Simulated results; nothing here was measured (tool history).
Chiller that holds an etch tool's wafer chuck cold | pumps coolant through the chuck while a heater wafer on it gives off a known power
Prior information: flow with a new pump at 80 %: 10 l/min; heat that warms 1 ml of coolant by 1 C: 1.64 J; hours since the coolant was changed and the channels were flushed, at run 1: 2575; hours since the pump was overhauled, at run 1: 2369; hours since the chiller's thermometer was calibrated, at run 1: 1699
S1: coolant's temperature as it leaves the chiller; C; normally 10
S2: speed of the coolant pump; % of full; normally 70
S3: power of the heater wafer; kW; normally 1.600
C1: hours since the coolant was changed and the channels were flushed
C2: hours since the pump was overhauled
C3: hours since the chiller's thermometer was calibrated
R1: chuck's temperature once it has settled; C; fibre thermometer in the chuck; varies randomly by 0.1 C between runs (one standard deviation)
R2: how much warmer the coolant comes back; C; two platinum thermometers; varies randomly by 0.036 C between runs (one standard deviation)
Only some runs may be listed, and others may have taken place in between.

run 1 day=0.000 | S1=10 S2=70 S3=1.600 | C1=2575 C2=2369 C3=1699 | R1=34.1 R2=7.15
run 2 day=5.433 | S1=10 S2=70 S3=1.600 | C1=2705 C2=2500 C3=1829 | R1=34.3 R2=7.15
run 3 day=10.579 | S1=10 S2=69 S3=1.600 | C1=2829 C2=2623 C3=1953 | R1=34.7 R2=7.29
-- day=12.221 coolant changed, channels flushed
run 4 day=15.571 | S1=10 S2=70 S3=1.600 | C1=80 C2=2737 C3=2066 | R1=32.7 R2=7.21
run 5 day=22.438 | S1=1 S2=70 S3=1.600 | C1=245 C2=2902 C3=2231 | R1=23.9 R2=7.25
run 6 day=26.571 | S1=17 S2=84 S3=1.600 | C1=344 C2=3001 C3=2330 | R1=36.9 R2=6.01
run 7 day=29.800 | S1=17 S2=84 S3=1.600 | C1=422 C2=3079 C3=2408 | R1=37.0 R2=6.06

Predict the results of run 8:
run 8 day=36.212 | S1=10 S2=62 S3=1.600 | C1=576 C2=3232 C3=2562 | R1=? R2=?

Logged for run 8: R1 35.6 C, R2 8.23 C.
If the tool had no hidden condition, the same run with the same run-to-run variation would have returned R1 33.6 C, R2 7.55 C.
